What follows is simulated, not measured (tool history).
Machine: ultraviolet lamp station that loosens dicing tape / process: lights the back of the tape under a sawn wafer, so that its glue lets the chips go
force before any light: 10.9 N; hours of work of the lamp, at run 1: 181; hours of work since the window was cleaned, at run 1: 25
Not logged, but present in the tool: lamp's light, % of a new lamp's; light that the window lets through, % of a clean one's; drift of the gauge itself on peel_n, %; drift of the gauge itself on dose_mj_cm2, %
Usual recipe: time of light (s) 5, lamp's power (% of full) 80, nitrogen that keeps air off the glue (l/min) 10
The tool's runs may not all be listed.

| run | hour | time of light (s) | lamp's power (% of full) | nitrogen that keeps air off the glue (l/min) | hours of work of the lamp | hours of work since the window was cleaned | force that peels the tape off (N) | light that reached the tape (mJ/cm²) |
|---|---|---|---|---|---|---|---|---|
| 1 | 0.0 | 5 | 80 | 10 | 181 | 25 | 0.952 | 249 |
| 2 | 17.2 | 5 | 80 | 10 | 194 | 38 | 0.992 | 246 |
| 3 | 35.5 | 5 | 80 | 10 | 208 | 53 | 0.996 | 243 |
| 4 | 56.7 | 5 | 80 | 10 | 225 | 69 | 1.007 | 236 |
| 5 | 82.1 | 5 | 80 | 10 | 244 | 88 | 1.091 | 237 |
| 6 | 116.6 | 5 | 80 | 10 | 271 | 115 | 1.103 | 238 |
| 7 | 134.9 | 5 | 80 | 10 | 285 | 129 | 1.150 | 235 |
| 8 | 161.4 | 5 | 79 | 7 | 305 | 150 | 1.594 | 226 |
| 9 | 177.7 | 5 | 79 | 7 | 318 | 162 | 1.551 | 218 |
| 10 | 214.9 | 3 | 80 | 10 | 347 | 191 | 2.888 | 131 |

Forecast each of these 4 alternatives for the next run:
| A | 238.1 | 5 | 68 | 10 | 364 | 209 | ? | ? |
| B | 238.1 | 5 | 97 | 10 | 364 | 209 | ? | ? |
| C | 238.1 | 3 | 80 | 10 | 364 | 209 | ? | ? |
| D | 238.1 | 5 | 92 | 10 | 364 | 209 | ? | ? |

| run | force that peels the tape off (N) | light that reached the tape (mJ/cm²) |
|---|---|---|
| A | 1.762 | 187 |
| B | 0.851 | 263 |
| C | 2.974 | 130 |
| D | 0.977 | 250 |
Had the tool no hidden state, the same runs would have come out as:
| run | force that peels the tape off (N) | light that reached the tape (mJ/cm²) |
|---|---|---|
| A | 1.109 | 239 |
| B | 0.508 | 337 |
| C | 2.088 | 167 |
| D | 0.578 | 320 |

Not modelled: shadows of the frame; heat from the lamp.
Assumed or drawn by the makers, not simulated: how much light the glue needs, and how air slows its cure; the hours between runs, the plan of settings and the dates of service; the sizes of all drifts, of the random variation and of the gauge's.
